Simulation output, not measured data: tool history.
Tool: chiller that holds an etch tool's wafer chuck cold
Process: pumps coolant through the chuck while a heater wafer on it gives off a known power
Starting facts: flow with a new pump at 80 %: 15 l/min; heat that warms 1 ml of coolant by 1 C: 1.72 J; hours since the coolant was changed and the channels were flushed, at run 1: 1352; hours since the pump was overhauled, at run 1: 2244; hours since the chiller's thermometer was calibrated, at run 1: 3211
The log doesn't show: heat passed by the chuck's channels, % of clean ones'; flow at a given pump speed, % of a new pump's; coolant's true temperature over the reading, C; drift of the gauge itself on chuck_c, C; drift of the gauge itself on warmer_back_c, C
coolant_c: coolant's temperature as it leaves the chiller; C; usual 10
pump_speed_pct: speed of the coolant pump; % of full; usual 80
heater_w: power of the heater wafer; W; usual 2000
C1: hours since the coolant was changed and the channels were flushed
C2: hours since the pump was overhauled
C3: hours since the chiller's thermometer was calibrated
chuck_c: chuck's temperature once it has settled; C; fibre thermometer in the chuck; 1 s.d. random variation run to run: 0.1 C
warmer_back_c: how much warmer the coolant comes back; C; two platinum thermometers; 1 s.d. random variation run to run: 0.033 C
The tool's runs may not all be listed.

Run 1, day 0.000: usual settings; C1 1352; C2 2244; C3 3211. Result: chuck_c 27.3 C, warmer_back_c 4.78 C.
Run 2, day 1.288: usual settings; C1 1383; C2 2275; C3 3242. Result: chuck_c 27.3 C, warmer_back_c 4.78 C.
Run 3, day 2.596: usual settings; C1 1415; C2 2307; C3 3273. Result: chuck_c 27.2 C, warmer_back_c 4.81 C.
Run 4, day 4.167: usual settings but heater_w 1217 W; C1 1452; C2 2344; C3 3311. Result: chuck_c 20.9 C, warmer_back_c 2.95 C.
Run 5, day 5.671: usual settings but heater_w 1217 W; C1 1489; C2 2380; C3 3347. Result: chuck_c 20.8 C, warmer_back_c 3.03 C.
Run 6, day 6.896: usual settings but heater_w 1217 W; C1 1518; C2 2410; C3 3376. Result: chuck_c 20.8 C, warmer_back_c 2.93 C.
Run 7, day 7.888: usual settings but heater_w 1217 W; C1 1542; C2 2434; C3 3400. Result: chuck_c 20.8 C, warmer_back_c 2.90 C.
Run 8, day 8.967: usual settings but coolant_c 6 C, pump_speed_pct 91 % of full; C1 1568; C2 2460; C3 3426. Result: chuck_c 22.1 C, warmer_back_c 4.20 C.
Run 9, day 11.279: usual settings but coolant_c 6 C, pump_speed_pct 91 % of full; C1 1623; C2 2515; C3 3481. Result: chuck_c 22.2 C, warmer_back_c 4.19 C.
Run 10, day 12.933: usual settings but coolant_c 6 C, pump_speed_pct 91 % of full; C1 1663; C2 2555; C3 3521. Result: chuck_c 22.2 C, warmer_back_c 4.19 C.
Run 11, day 14.175: usual settings but coolant_c 16 C, pump_speed_pct 72 % of full; C1 1693; C2 2585; C3 3551. Result: chuck_c 34.7 C, warmer_back_c 5.39 C.
Run 12, day 15.292: usual settings but coolant_c 8 C, pump_speed_pct 94 % of full; C1 1719; C2 2611; C3 3578. Result: chuck_c 23.7 C, warmer_back_c 4.12 C.
Run 13, day 16.754: usual settings but coolant_c 16 C, pump_speed_pct 66 % of full, heater_w 1487 W; C1 1754; C2 2646; C3 3613. Result: chuck_c 31.0 C, warmer_back_c 4.40 C.
Run 14, day 17.967: usual settings but coolant_c 14 C, pump_speed_pct 66 % of full, heater_w 1275 W; C1 1784; C2 2676; C3 3642. Result: chuck_c 26.9 C, warmer_back_c 3.85 C.

What if the next run were any one of these 3? Each begins from the tool's condition after run 14:
Run A, day 19.233: usual settings but coolant_c 2 C, pump_speed_pct 66 % of full, heater_w 1165 W; C1 1814; C2 2706; C3 3672. Result: chuck_c ?, warmer_back_c ?.
Run B, day 19.233: usual settings but coolant_c 0 C, pump_speed_pct 69 % of full, heater_w 1092 W; C1 1814; C2 2706; C3 3672. Result: chuck_c ?, warmer_back_c ?.
Run C, day 19.233: usual settings but coolant_c 15 C, pump_speed_pct 75 % of full, heater_w 1455 W; C1 1814; C2 2706; C3 3672. Result: chuck_c ?, warmer_back_c ?.

run  chuck_c  warmer_back_c
  A     14.0           3.40
  B     10.9           3.09
  C     28.4           3.76
What these runs would have given with no unlogged condition in the tool:
run  chuck_c  warmer_back_c
  A     12.8           3.27
  B      9.7           2.97
  C     27.0           3.61
